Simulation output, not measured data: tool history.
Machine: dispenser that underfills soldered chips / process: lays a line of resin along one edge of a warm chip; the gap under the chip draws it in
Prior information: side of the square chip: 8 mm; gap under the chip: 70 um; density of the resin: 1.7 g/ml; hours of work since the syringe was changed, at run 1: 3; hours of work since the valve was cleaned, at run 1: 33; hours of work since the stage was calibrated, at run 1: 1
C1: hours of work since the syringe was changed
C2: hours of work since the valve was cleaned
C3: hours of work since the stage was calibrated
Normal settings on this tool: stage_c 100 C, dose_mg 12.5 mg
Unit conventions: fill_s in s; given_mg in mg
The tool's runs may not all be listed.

Run 1, hour 0: usual settings; C1 3; C2 33; C3 1. Result: fill_s 26.9 s, given_mg 12.35 mg.
Run 2, hour 7.6: usual settings; C1 7; C2 37; C3 5. Result: fill_s 36.6 s, given_mg 12.32 mg.
At hour 10.5: new syringe of resin.
Run 3, hour 17: usual settings; C1 4; C2 43; C3 11. Result: fill_s 28.5 s, given_mg 12.24 mg.
At hour 24.8: new syringe of resin.
Run 4, hour 26.2: usual settings but dose_mg 12.3 mg; C1 1; C2 48; C3 16. Result: fill_s 23.2 s, given_mg 11.97 mg.
At hour 34.2: dispensing valve cleaned and set on the balance.
Run 5, hour 38.8: usual settings but dose_mg 13.2 mg; C1 8; C2 3; C3 24. Result: fill_s 35.9 s, given_mg 13.15 mg.
At hour 40: new syringe of resin.
Run 6, hour 45.1: usual settings but stage_c 96 C; C1 3; C2 7; C3 27. Result: fill_s 30.6 s, given_mg 12.42 mg.
At hour 54.5: new syringe of resin.
Run 7, hour 56: usual settings but dose_mg 11.3 mg; C1 1; C2 13; C3 34. Result: fill_s 23.6 s, given_mg 11.13 mg.
Run 8, hour 65.6: usual settings but dose_mg 15.6 mg; C1 7; C2 19; C3 40. Result: fill_s 33.7 s, given_mg 15.38 mg.
At hour 68.6: new syringe of resin.
Run 9, hour 73.2: usual settings but dose_mg 15.6 mg; C1 3; C2 24; C3 44. Result: fill_s 25.8 s, given_mg 15.26 mg.
At hour 82.9: new syringe of resin.
Run 10, hour 86: usual settings but dose_mg 15.6 mg; C1 2; C2 31; C3 52. Result: fill_s 24 s, given_mg 15.3 mg.
Run 11, hour 94.2: usual settings but dose_mg 15.6 mg; C1 7; C2 36; C3 57. Result: fill_s 32.8 s, given_mg 15.35 mg.
At hour 97.4: new syringe of resin.
Run 12, hour 104.2: usual settings; C1 4; C2 42; C3 63. Result: fill_s 28.2 s, given_mg 12.25 mg.
At hour 112.2: new syringe of resin.
Run 13, hour 112.9: usual settings; C1 0; C2 47; C3 68. Result: fill_s 22.8 s, given_mg 12.19 mg.
Run 14, hour 120.8: usual settings; C1 5; C2 52; C3 73. Result: fill_s 31.1 s, given_mg 12.15 mg.
At hour 122.5: dispensing valve cleaned and set on the balance.
At hour 127.5: new syringe of resin.
Run 15, hour 128.8: usual settings; C1 1; C2 4; C3 77. Result: fill_s 22.3 s, given_mg 12.49 mg.
Run 16, hour 134.6: usual settings but stage_c 114 C; C1 4; C2 7; C3 81. Result: fill_s 17.4 s, given_mg 12.38 mg.
At hour 141.7: new syringe of resin.
Run 17, hour 142.6: usual settings but stage_c 114 C; C1 1; C2 12; C3 86. Result: fill_s 13.8 s, given_mg 12.42 mg.
Run 18, hour 148.5: usual settings but stage_c 114 C; C1 4; C2 16; C3 89. Result: fill_s 16.9 s, given_mg 12.48 mg.
At hour 156.4: new syringe of resin.
Run 19, hour 157.9: usual settings but stage_c 115 C, dose_mg 11.6 mg; C1 1; C2 21; C3 95. Result: fill_s 13.6 s, given_mg 11.47 mg.
Run 20, hour 166.4: usual settings but dose_mg 13.9 mg; C1 6; C2 27; C3 100. Result: fill_s 33 s, given_mg 13.8 mg.
At hour 171.1: new syringe of resin.
Run 21, hour 178.3: usual settings but stage_c 94 C, dose_mg 11.5 mg; C1 4; C2 34; C3 107. Result: fill_s 35.7 s, given_mg 11.39 mg.
At hour 185.7: new syringe of resin.
Run 22, hour 186: usual settings but stage_c 97 C; C1 0; C2 38; C3 112. Result: fill_s 24.7 s, given_mg 12.27 mg.
Run 23, hour 193.8: usual settings but stage_c 97 C; C1 5; C2 43; C3 117. Result: fill_s 33.1 s, given_mg 12.22 mg.
At hour 200.5: new syringe of resin.
Run 24, hour 203.5: usual settings but stage_c 107 C, dose_mg 11.9 mg; C1 2; C2 49; C3 122. Result: fill_s 18.8 s, given_mg 11.75 mg.
At hour 210.7: dispensing valve cleaned and set on the balance.
At hour 215.8: new syringe of resin.
Run 25, hour 215.8: usual settings but stage_c 87 C, dose_mg 13.4 mg; C1 0; C2 3; C3 129. Result: fill_s 33.1 s, given_mg 13.31 mg.
Run 26, hour 226.8: usual settings but stage_c 115 C, dose_mg 16 mg; C1 7; C2 10; C3 136. Result: fill_s 19.7 s, given_mg 15.86 mg.
At hour 229.9: new syringe of resin.
Run 27, hour 239.4: usual settings but stage_c 99 C, dose_mg 13.8 mg; C1 6; C2 17; C3 144. Result: fill_s 32 s, given_mg 13.72 mg.
At hour 244.4: new syringe of resin.
Run 28, hour 246.2: usual settings but stage_c 88 C, dose_mg 11.1 mg; C1 1; C2 21; C3 148. Result: fill_s 36.2 s, given_mg 10.91 mg.
Run 29, hour 252.1: usual settings but stage_c 88 C; C1 5; C2 25; C3 151. Result: fill_s 45 s, given_mg 12.37 mg.
At hour 258.6: new syringe of resin.
Run 30, hour 259.5: usual settings but stage_c 88 C; C1 1; C2 29; C3 156. Result: fill_s 34.3 s, given_mg 12.32 mg.
Run 31, hour 266.1: usual settings but stage_c 94 C, dose_mg 14 mg; C1 5; C2 33; C3 160. Result: fill_s 35.5 s, given_mg 13.78 mg.
At hour 272.7: new syringe of resin.
Run 32, hour 276.5: usual settings but stage_c 102 C, dose_mg 14.7 mg; C1 2; C2 40; C3 166. Result: fill_s 21.7 s, given_mg 14.45 mg.
Run 33, hour 284.8: usual settings but stage_c 102 C, dose_mg 14.7 mg; C1 7; C2 45; C3 171. Result: fill_s 31.3 s, given_mg 14.39 mg.
At hour 287.2: new syringe of resin.
Run 34, hour 293.9: usual settings but stage_c 102 C, dose_mg 14.7 mg; C1 4; C2 50; C3 177. Result: fill_s 25.4 s, given_mg 14.32 mg.

Some steps in fill_s between neighbouring runs. How much of each would the tool show without its hidden state too (settings, what came in, random variation), and how much is left for the hidden state, with any gauge scatter that isn't in both results?
Hidden conditions of the tool in this case: resin's viscosity, % of fresh resin's; dose that the valve gives, % of what is set; true chip temperature over the reading, C; drift of the gauge itself on fill_s, %; drift of the gauge itself on given_mg, %.
Run 4 -> 5: dose_mg 12.3 -> 13.2, dispensing valve cleaned and set on the balance. fill_s +12.7 s: hidden state +14.1, all else -1.4.
Run 7 -> 8: dose_mg 11.3 -> 15.6. fill_s +10.1 s: hidden state +11.1, all else -1.
Run 19 -> 20: stage_c 115 -> 100, dose_mg 11.6 -> 13.9. fill_s +19.4 s: hidden state +10.5, all else +8.9.
Run 23 -> 24: stage_c 97 -> 107, dose_mg 12.5 -> 11.9, new syringe of resin. fill_s -14.3 s: hidden state -7.2, all else -7.1.
Run 24 -> 25: stage_c 107 -> 87, dose_mg 11.9 -> 13.4, dispensing valve cleaned and set on the balance, new syringe of resin. fill_s +14.3 s: hidden state -2.7, all else +17.
Run 29 -> 30: new syringe of resin. fill_s -10.7 s: hidden state -11.3, all else +0.6.

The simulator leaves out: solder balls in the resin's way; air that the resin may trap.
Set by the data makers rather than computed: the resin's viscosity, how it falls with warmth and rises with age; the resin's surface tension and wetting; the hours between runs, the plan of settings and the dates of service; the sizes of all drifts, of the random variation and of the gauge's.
